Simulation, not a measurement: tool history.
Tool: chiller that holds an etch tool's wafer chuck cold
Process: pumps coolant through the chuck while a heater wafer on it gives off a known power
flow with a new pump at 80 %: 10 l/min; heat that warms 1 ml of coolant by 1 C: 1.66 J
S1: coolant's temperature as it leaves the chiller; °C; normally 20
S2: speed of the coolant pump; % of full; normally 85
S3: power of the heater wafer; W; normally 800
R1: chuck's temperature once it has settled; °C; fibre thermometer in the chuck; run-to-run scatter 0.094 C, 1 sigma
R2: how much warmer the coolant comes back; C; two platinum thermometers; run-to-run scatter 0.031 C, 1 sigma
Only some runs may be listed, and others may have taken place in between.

{"run": 1, "hour": 0.0, "S1": 20, "S2": 85, "S3": 800, "R1": 26.23, "R2": 2.84}
{"run": 2, "hour": 63.8, "S1": 20, "S2": 79, "S3": 800, "R1": 26.65, "R2": 3.05}
{"run": 3, "hour": 149.0, "S1": 20, "S2": 79, "S3": 800, "R1": 26.54, "R2": 3.12}
{"run": 4, "hour": 220.0, "S1": 20, "S2": 79, "S3": 800, "R1": 26.9, "R2": 3.05}
{"run": 5, "hour": 280.3, "S1": 20, "S2": 79, "S3": 800, "R1": 26.73, "R2": 3.05}
{"run": 6, "hour": 367.1, "S1": 20, "S2": 85, "S3": 800, "R1": 26.37, "R2": 2.82}
{"run": 7, "hour": 439.9, "S1": 20, "S2": 85, "S3": 800, "R1": 26.36, "R2": 2.85}
{"run": 8, "hour": 490.3, "S1": 20, "S2": 85, "S3": 800, "R1": 26.21, "R2": 2.85}
{"run": 9, "hour": 529.8, "S1": 20, "S2": 85, "S3": 800, "R1": 26.47, "R2": 2.91}
{"run": 10, "hour": 585.4, "S1": 20, "S2": 85, "S3": 800, "R1": 26.45, "R2": 2.88}
{"run": 11, "hour": 653.9, "S1": 20, "S2": 85, "S3": 800, "R1": 26.37, "R2": 2.93}
{"run": 12, "hour": 695.9, "S1": 20, "S2": 85, "S3": 800, "R1": 26.51, "R2": 2.93}
{"run": 13, "hour": 752.2, "S1": 20, "S2": 85, "S3": 800, "R1": 26.53, "R2": 2.9}
{"run": 14, "hour": 802.7, "S1": 20, "S2": 85, "S3": 800, "R1": 26.44, "R2": 2.88}
{"run": 15, "hour": 863.2, "S1": 20, "S2": 85, "S3": 800, "R1": 26.58, "R2": 2.85}
{"run": 16, "hour": 909.3, "S1": 20, "S2": 91, "S3": 800, "R1": 25.89, "R2": 2.66}
{"hour": 921.0, "done": "coolant pump overhauled"}
{"run": 17, "hour": 977.8, "S1": 21, "S2": 95, "S3": 1096, "R1": 29.43, "R2": 3.61}
{"run": 18, "hour": 1029.3, "S1": 13, "S2": 92, "S3": 1095, "R1": 21.53, "R2": 3.72}
{"run": 19, "hour": 1067.0, "S1": 11, "S2": 84, "S3": 440, "R1": 14.53, "R2": 1.71}
{"run": 20, "hour": 1121.0, "S1": 11, "S2": 85, "S3": 731, "R1": 17.42, "R2": 2.73}
{"run": 21, "hour": 1199.2, "S1": 21, "S2": 85, "S3": 699, "R1": 26.94, "R2": 2.62}
{"run": 22, "hour": 1254.6, "S1": 22, "S2": 95, "S3": 519, "R1": 25.88, "R2": 1.74}
{"run": 23, "hour": 1321.6, "S1": 20, "S2": 85, "S3": 1153, "R1": 29.93, "R2": 4.37}
{"hour": 1354.8, "done": "coolant pump overhauled, once more"}
{"run": 24, "hour": 1408.2, "S1": 21, "S2": 75, "S3": 446, "R1": 24.61, "R2": 1.72}
{"run": 25, "hour": 1481.4, "S1": 21, "S2": 75, "S3": 446, "R1": 24.63, "R2": 1.75}
{"run": 26, "hour": 1520.7, "S1": 14, "S2": 75, "S3": 588, "R1": 19.16, "R2": 2.29}
{"run": 27, "hour": 1592.5, "S1": 14, "S2": 83, "S3": 588, "R1": 18.63, "R2": 2.03}
{"run": 28, "hour": 1671.6, "S1": 14, "S2": 68, "S3": 1125, "R1": 25.18, "R2": 4.91}
{"run": 29, "hour": 1730.1, "S1": 14, "S2": 68, "S3": 1125, "R1": 25.04, "R2": 4.91}
{"run": 30, "hour": 1780.3, "S1": 20, "S2": 85, "S3": 404, "R1": 22.97, "R2": 1.35}

For some of the steps in R1 from one run to the next: how much would appear even if the tool had no hidden state, given the settings, what came in and random variation, and how much remains for the hidden state plus any gauge scatter that the measured result and the result without hidden state don't share?
Hidden state present: heat passed by the chuck's channels, % of clean ones'; flow at a given pump speed, % of a new pump's; coolant's true temperature over the reading, C; drift of the gauge itself on chuck_c, C; drift of the gauge itself on warmer_back_c, C.
Run 17 -> 18: S1 21 -> 13, S2 95 -> 92, S3 1096 -> 1095. R1 -7.90 °C: hidden state +0.07, all else -7.97.
Run 18 -> 19: S1 13 -> 11, S2 92 -> 84, S3 1095 -> 440. R1 -7.00 °C: hidden state -0.79, all else -6.21.
Run 20 -> 21: S1 11 -> 21, S3 731 -> 699. R1 +9.52 °C: hidden state -0.03, all else +9.55.
Run 22 -> 23: S1 22 -> 20, S2 95 -> 85, S3 519 -> 1153. R1 +4.05 °C: hidden state +1.06, all else +2.99.
Run 23 -> 24: S1 20 -> 21, S2 85 -> 75, S3 1153 -> 446, coolant pump overhauled, once more. R1 -5.32 °C: hidden state -1.41, all else -3.91.
Run 29 -> 30: S1 14 -> 20, S2 68 -> 85, S3 1125 -> 404. R1 -2.07 °C: hidden state -0.90, all else -1.17.

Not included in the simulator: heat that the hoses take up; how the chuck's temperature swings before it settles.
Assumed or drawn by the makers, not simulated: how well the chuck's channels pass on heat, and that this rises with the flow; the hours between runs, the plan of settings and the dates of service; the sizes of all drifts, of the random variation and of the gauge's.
